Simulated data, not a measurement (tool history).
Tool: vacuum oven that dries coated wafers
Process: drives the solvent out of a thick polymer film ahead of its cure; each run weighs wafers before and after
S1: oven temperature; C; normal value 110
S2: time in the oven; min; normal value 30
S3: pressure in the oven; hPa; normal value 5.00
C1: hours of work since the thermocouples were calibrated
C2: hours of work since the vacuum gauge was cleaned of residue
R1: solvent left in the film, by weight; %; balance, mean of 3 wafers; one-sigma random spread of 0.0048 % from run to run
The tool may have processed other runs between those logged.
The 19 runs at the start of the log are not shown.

{"run": 20, "hour": 828.7, "S1": 100, "S2": 17, "S3": 5.19, "C1": 95, "C2": 760, "R1": 4.516}
{"run": 21, "hour": 868.5, "S1": 116, "S2": 44, "S3": 5.19, "C1": 114, "C2": 778, "R1": 0.134}
{"run": 22, "hour": 905.6, "S1": 114, "S2": 40, "S3": 11.76, "C1": 131, "C2": 796, "R1": 0.343}
{"run": 23, "hour": 947.7, "S1": 114, "S2": 18, "S3": 7.61, "C1": 151, "C2": 815, "R1": 1.575}
{"run": 24, "hour": 984.1, "S1": 117, "S2": 43, "S3": 12.98, "C1": 168, "C2": 833, "R1": 0.257}
{"run": 25, "hour": 1019.0, "S1": 122, "S2": 34, "S3": 4.06, "C1": 184, "C2": 849, "R1": 0.096}
{"run": 26, "hour": 1049.7, "S1": 102, "S2": 49, "S3": 11.95, "C1": 199, "C2": 863, "R1": 0.969}
{"run": 27, "hour": 1076.0, "S1": 102, "S2": 49, "S3": 11.95, "C1": 211, "C2": 876, "R1": 0.98}
{"run": 28, "hour": 1104.7, "S1": 111, "S2": 20, "S3": 5.19, "C1": 225, "C2": 889, "R1": 1.708}
{"run": 29, "hour": 1161.6, "S1": 111, "S2": 20, "S3": 5.19, "C1": 251, "C2": 916, "R1": 1.718}
{"run": 30, "hour": 1188.9, "S1": 111, "S2": 20, "S3": 5.19, "C1": 264, "C2": 929, "R1": 1.714}
{"run": 31, "hour": 1223.5, "S1": 116, "S2": 22, "S3": 8.62, "C1": 280, "C2": 945, "R1": 0.862}
{"run": 32, "hour": 1254.8, "S1": 116, "S2": 22, "S3": 8.62, "C1": 295, "C2": 960, "R1": 0.853}
{"run": 33, "hour": 1307.9, "S1": 125, "S2": 26, "S3": 5.17, "C1": 320, "C2": 984, "R1": 0.128}
{"run": 34, "hour": 1354.5, "S1": 119, "S2": 49, "S3": 5.0, "C1": 342, "C2": 1006, "R1": 0.086}
{"run": 35, "hour": 1403.7, "S1": 119, "S2": 16, "S3": 5.56, "C1": 365, "C2": 1029, "R1": 1.143}
{"run": 36, "hour": 1444.4, "S1": 119, "S2": 16, "S3": 5.56, "C1": 384, "C2": 1048, "R1": 1.155}
{"run": 37, "hour": 1502.8, "S1": 119, "S2": 16, "S3": 5.56, "C1": 411, "C2": 1076, "R1": 1.147}
{"run": 38, "hour": 1533.7, "S1": 106, "S2": 22, "S3": 10.7, "C1": 426, "C2": 1090, "R1": 2.419}

Below are 4 alternative next runs, each starting from the tool's condition after run 38. Predict each:
{"run": "A", "hour": 1570.8, "S1": 106, "S2": 21, "S3": 6.58, "C1": 443, "C2": 1108, "R1": "?"}
{"run": "B", "hour": 1570.8, "S1": 106, "S2": 19, "S3": 10.7, "C1": 443, "C2": 1108, "R1": "?"}
{"run": "C", "hour": 1570.8, "S1": 111, "S2": 53, "S3": 5.0, "C1": 443, "C2": 1108, "R1": "?"}
{"run": "D", "hour": 1570.8, "S1": 109, "S2": 21, "S3": 3.67, "C1": 443, "C2": 1108, "R1": "?"}

run=A R1=2.485
run=B R1=2.916
run=C R1=0.170
run=D R1=1.877
Take away the tool's hidden state, keep each run's random variation, and the runs would have read:
run=A R1=2.486
run=B R1=2.917
run=C R1=0.169
run=D R1=1.877
